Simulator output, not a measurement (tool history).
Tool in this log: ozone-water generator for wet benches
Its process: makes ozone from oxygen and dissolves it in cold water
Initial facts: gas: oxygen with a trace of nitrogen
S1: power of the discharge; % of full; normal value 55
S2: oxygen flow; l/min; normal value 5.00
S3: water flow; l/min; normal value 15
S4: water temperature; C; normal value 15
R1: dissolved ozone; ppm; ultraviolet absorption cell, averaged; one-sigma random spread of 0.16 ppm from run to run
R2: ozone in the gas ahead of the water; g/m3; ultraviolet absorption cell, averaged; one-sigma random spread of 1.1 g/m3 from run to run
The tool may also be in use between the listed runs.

{"run": 1, "hour": 0.0, "S1": 55, "S2": 5.0, "S3": 15, "S4": 15, "R1": 19.2, "R2": 184.8}
{"run": 2, "hour": 28.1, "S1": 55, "S2": 5.0, "S3": 15, "S4": 15, "R1": 19.5, "R2": 183.0}
{"run": 3, "hour": 59.3, "S1": 55, "S2": 5.0, "S3": 15, "S4": 15, "R1": 19.3, "R2": 185.0}
{"run": 4, "hour": 84.1, "S1": 55, "S2": 5.0, "S3": 15, "S4": 12, "R1": 20.4, "R2": 184.2}
{"run": 5, "hour": 111.8, "S1": 55, "S2": 5.0, "S3": 15, "S4": 12, "R1": 20.6, "R2": 183.8}
{"run": 6, "hour": 149.9, "S1": 55, "S2": 5.0, "S3": 15, "S4": 12, "R1": 20.3, "R2": 185.9}
{"run": 7, "hour": 183.1, "S1": 55, "S2": 5.0, "S3": 15, "S4": 15, "R1": 19.4, "R2": 183.1}
{"run": 8, "hour": 208.5, "S1": 55, "S2": 5.0, "S3": 15, "S4": 15, "R1": 19.2, "R2": 184.0}
{"run": 9, "hour": 235.3, "S1": 55, "S2": 5.0, "S3": 15, "S4": 15, "R1": 19.1, "R2": 183.9}
{"run": 10, "hour": 275.6, "S1": 55, "S2": 4.59, "S3": 15, "S4": 15, "R1": 19.3, "R2": 193.9}
{"run": 11, "hour": 304.6, "S1": 76, "S2": 5.0, "S3": 15, "S4": 15, "R1": 22.9, "R2": 221.0}
{"run": 12, "hour": 326.0, "S1": 76, "S2": 5.0, "S3": 15, "S4": 15, "R1": 22.9, "R2": 220.7}
{"run": 13, "hour": 352.2, "S1": 76, "S2": 5.0, "S3": 15, "S4": 15, "R1": 23.0, "R2": 220.1}
{"run": 14, "hour": 388.1, "S1": 86, "S2": 5.0, "S3": 15, "S4": 15, "R1": 24.6, "R2": 235.4}
{"run": 15, "hour": 405.3, "S1": 55, "S2": 5.0, "S3": 15, "S4": 15, "R1": 19.4, "R2": 184.6}
{"run": 16, "hour": 435.7, "S1": 55, "S2": 5.0, "S3": 15, "S4": 15, "R1": 19.1, "R2": 183.8}
{"run": 17, "hour": 466.3, "S1": 55, "S2": 5.0, "S3": 15, "S4": 15, "R1": 19.1, "R2": 184.0}
{"run": 18, "hour": 484.7, "S1": 75, "S2": 5.0, "S3": 11, "S4": 15, "R1": 29.9, "R2": 221.5}
{"run": 19, "hour": 508.5, "S1": 75, "S2": 5.0, "S3": 11, "S4": 16, "R1": 29.3, "R2": 221.2}
{"run": 20, "hour": 548.8, "S1": 75, "S2": 5.0, "S3": 14, "S4": 16, "R1": 23.9, "R2": 220.4}
{"run": 21, "hour": 568.5, "S1": 87, "S2": 5.5, "S3": 12, "S4": 16, "R1": 29.7, "R2": 227.8}
{"run": 22, "hour": 609.5, "S1": 70, "S2": 2.71, "S3": 12, "S4": 8, "R1": 28.5, "R2": 282.6}
{"run": 23, "hour": 626.1, "S1": 70, "S2": 8.51, "S3": 12, "S4": 8, "R1": 29.9, "R2": 161.8}
{"run": 24, "hour": 657.6, "S1": 70, "S2": 8.51, "S3": 12, "S4": 8, "R1": 29.0, "R2": 161.3}
{"run": 25, "hour": 681.8, "S1": 70, "S2": 8.51, "S3": 12, "S4": 8, "R1": 29.2, "R2": 160.1}
{"run": 26, "hour": 721.1, "S1": 70, "S2": 3.71, "S3": 12, "S4": 8, "R1": 29.6, "R2": 244.6}
{"run": 27, "hour": 748.2, "S1": 55, "S2": 5.18, "S3": 20, "S4": 15, "R1": 14.1, "R2": 179.3}
{"run": 28, "hour": 779.7, "S1": 92, "S2": 5.0, "S3": 20, "S4": 15, "R1": 18.8, "R2": 242.6}
{"run": 29, "hour": 796.5, "S1": 68, "S2": 5.0, "S3": 9, "S4": 16, "R1": 32.7, "R2": 207.3}
{"run": 30, "hour": 826.9, "S1": 68, "S2": 5.0, "S3": 9, "S4": 16, "R1": 32.8, "R2": 206.9}
{"run": 31, "hour": 844.7, "S1": 60, "S2": 5.0, "S3": 15, "S4": 15, "R1": 20.1, "R2": 194.8}
{"run": 32, "hour": 879.3, "S1": 48, "S2": 6.17, "S3": 15, "S4": 7, "R1": 19.8, "R2": 152.7}
{"run": 33, "hour": 909.4, "S1": 48, "S2": 6.17, "S3": 15, "S4": 7, "R1": 19.9, "R2": 152.3}

Removed from this log: 1 entry logged between the listed runs. Between which two listed runs does each belong, and how does the tool's hidden state at the listed run before it compare with that at the listed run after it?
Runs 1 to 2: water thermometer calibrated (hour 4.8)
  yield of the discharge, % of new electrodes': 99.3 -> 99.2; contactor's efficiency, % of a clean one's: 89.6 -> 89.5; true water temperature over the reading, C: 0.13 -> -0.05
  what was measured, less what the result would be without the hidden state, R1: -1.4 -> -1.4 ppm; R2: -1.1 -> -1.2 g/m3
